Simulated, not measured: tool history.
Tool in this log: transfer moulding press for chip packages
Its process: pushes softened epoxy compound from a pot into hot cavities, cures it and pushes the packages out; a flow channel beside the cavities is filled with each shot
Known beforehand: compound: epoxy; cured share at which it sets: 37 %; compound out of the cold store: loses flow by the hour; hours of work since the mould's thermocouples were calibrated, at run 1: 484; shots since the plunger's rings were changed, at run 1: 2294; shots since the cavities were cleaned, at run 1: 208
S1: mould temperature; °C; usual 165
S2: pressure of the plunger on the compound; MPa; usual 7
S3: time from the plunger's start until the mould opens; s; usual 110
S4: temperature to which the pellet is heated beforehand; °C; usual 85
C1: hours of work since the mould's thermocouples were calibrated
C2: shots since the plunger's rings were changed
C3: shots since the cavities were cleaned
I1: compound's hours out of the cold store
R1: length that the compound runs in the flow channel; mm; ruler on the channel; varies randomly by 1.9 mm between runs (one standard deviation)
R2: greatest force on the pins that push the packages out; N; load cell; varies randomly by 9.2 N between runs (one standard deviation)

Run 1, hour 0: usual settings; C1 484; C2 2294; C3 208; I1 16.9. Result: R1 641 mm, R2 534 N.
Run 2, hour 20.1: usual settings; C1 496; C2 2505; C3 419; I1 39.2. Result: R1 590 mm, R2 572 N.
Run 3, hour 37.5: usual settings but S1 164 °C; C1 507; C2 2688; C3 602; I1 33. Result: R1 610 mm, R2 637 N.
Run 4, hour 57.2: usual settings; C1 519; C2 2895; C3 809; I1 35.6. Result: R1 595 mm, R2 652 N.
Run 5, hour 68.4: usual settings but S4 90 °C; C1 526; C2 3012; C3 926; I1 27.7. Result: R1 611 mm, R2 664 N.
Run 6, hour 86.5: usual settings but S4 94 °C; C1 537; C2 3202; C3 1116; I1 31.6. Result: R1 603 mm, R2 688 N.
At hour 90.4: cavities cleaned with cleaning compound and waxed.
Run 7, hour 100.7: usual settings but S4 94 °C; C1 544; C2 3335; C3 108; I1 41.3. Result: R1 584 mm, R2 478 N.
Run 8, hour 110: usual settings but S4 83 °C; C1 550; C2 3434; C3 207; I1 26.6. Result: R1 620 mm, R2 537 N.
Run 9, hour 123.4: usual settings but S3 140 s; C1 558; C2 3574; C3 347; I1 45.7. Result: R1 575 mm, R2 436 N.
Run 10, hour 133.4: usual settings but S3 140 s; C1 564; C2 3679; C3 452; I1 15.1. Result: R1 635 mm, R2 470 N.
Run 11, hour 153.6: usual settings but S3 140 s; C1 577; C2 3892; C3 665; I1 30.3. Result: R1 604 mm, R2 488 N.
Run 12, hour 169.5: usual settings; C1 586; C2 4059; C3 832; I1 32.9. Result: R1 598 mm, R2 672 N.
Run 13, hour 179.9: usual settings but S2 8.78 MPa; C1 593; C2 4168; C3 941; I1 33.1. Result: R1 668 mm, R2 691 N.
At hour 199.6: cavities cleaned with cleaning compound and waxed.
Run 14, hour 201.6: usual settings but S3 93 s; C1 605; C2 4380; C3 21; I1 10.7. Result: R1 645 mm, R2 704 N.
Run 15, hour 218.4: usual settings but S1 166 °C, S3 135 s, S4 82 °C; C1 615; C2 4557; C3 198; I1 44.7. Result: R1 571 mm, R2 417 N.
Run 16, hour 233.8: usual settings but S2 7.45 MPa, S3 150 s, S4 76 °C; C1 624; C2 4719; C3 360; I1 10.7. Result: R1 662 mm, R2 442 N.
Run 17, hour 251: usual settings but S2 7.22 MPa, S3 149 s; C1 635; C2 4898; C3 539; I1 46.8. Result: R1 573 mm, R2 486 N.
Run 18, hour 263.9: usual settings but S2 7.22 MPa, S3 101 s; C1 643; C2 5035; C3 676; I1 14.6. Result: R1 639 mm, R2 805 N.
Run 19, hour 276.1: usual settings but S3 92 s; C1 650; C2 5163; C3 804; I1 10.3. Result: R1 643 mm, R2 1059 N.
Run 20, hour 292.2: usual settings but S1 167 °C, S2 6.4 MPa, S3 92 s; C1 660; C2 5332; C3 973; I1 21.4. Result: R1 583 mm, R2 908 N.
At hour 309.6: cavities cleaned with cleaning compound and waxed.
Run 21, hour 309.6: usual settings but S2 5.61 MPa; C1 670; C2 5499; C3 0; I1 44.3. Result: R1 509 mm, R2 436 N.
Run 22, hour 318.6: usual settings but S2 5.61 MPa, S3 136 s, S4 83 °C; C1 675; C2 5594; C3 95; I1 33.4. Result: R1 527 mm, R2 392 N.
Run 23, hour 331.4: usual settings but S1 163 °C, S2 5.61 MPa, S3 136 s, S4 77 °C; C1 683; C2 5727; C3 228; I1 31.5. Result: R1 536 mm, R2 471 N.
At hour 339.3: mould's thermocouples calibrated.
Run 24, hour 351.4: usual settings but S1 163 °C, S2 6.37 MPa, S3 96 s, S4 77 °C; C1 7; C2 5916; C3 417; I1 19.3. Result: R1 588 mm, R2 886 N.
At hour 364.6: plunger's sealing rings changed.
Run 25, hour 374.3: usual settings but S1 163 °C, S2 7.16 MPa, S3 96 s, S4 77 °C; C1 20; C2 102; C3 632; I1 25.7. Result: R1 644 mm, R2 890 N.
Run 26, hour 388: usual settings but S1 167 °C, S2 6.12 MPa, S3 91 s; C1 28; C2 245; C3 775; I1 9.9. Result: R1 613 mm, R2 803 N.
Run 27, hour 399: usual settings but S1 167 °C, S2 6.12 MPa, S3 91 s; C1 35; C2 361; C3 891; I1 16.1. Result: R1 600 mm, R2 815 N.

What if the next run were any one of these 5? Each begins from the tool's condition after run 27:
Run A, hour 412.3: usual settings but S1 167 °C, S2 6.12 MPa, S3 91 s, S4 80 °C; C1 43; C2 501; C3 1031; I1 13.7. Result: R1 ?, R2 ?.
Run B, hour 412.3: usual settings but S1 166 °C, S3 105 s, S4 83 °C; C1 43; C2 501; C3 1031; I1 43.8. Result: R1 ?, R2 ?.
Run C, hour 412.3: usual settings but S1 158 °C, S2 6.12 MPa, S3 95 s; C1 43; C2 501; C3 1031; I1 24. Result: R1 ?, R2 ?.
Run D, hour 412.3: usual settings but S1 168 °C, S2 5.64 MPa, S4 87 °C; C1 43; C2 501; C3 1031; I1 45. Result: R1 ?, R2 ?.
Run E, hour 412.3: usual settings but S1 167 °C, S2 8.78 MPa, S3 91 s; C1 43; C2 501; C3 1031; I1 32. Result: R1 ?, R2 ?.

run   R1    R2
  A  609   889
  B  587   656
  C  609  1487
  D  520   580
  E  684   797
With the hidden condition removed and each run's random variation left untouched, the same runs would have given:
run   R1   R2
  A  611  568
  B  589  420
  C  612  953
  D  522  372
  E  687  512
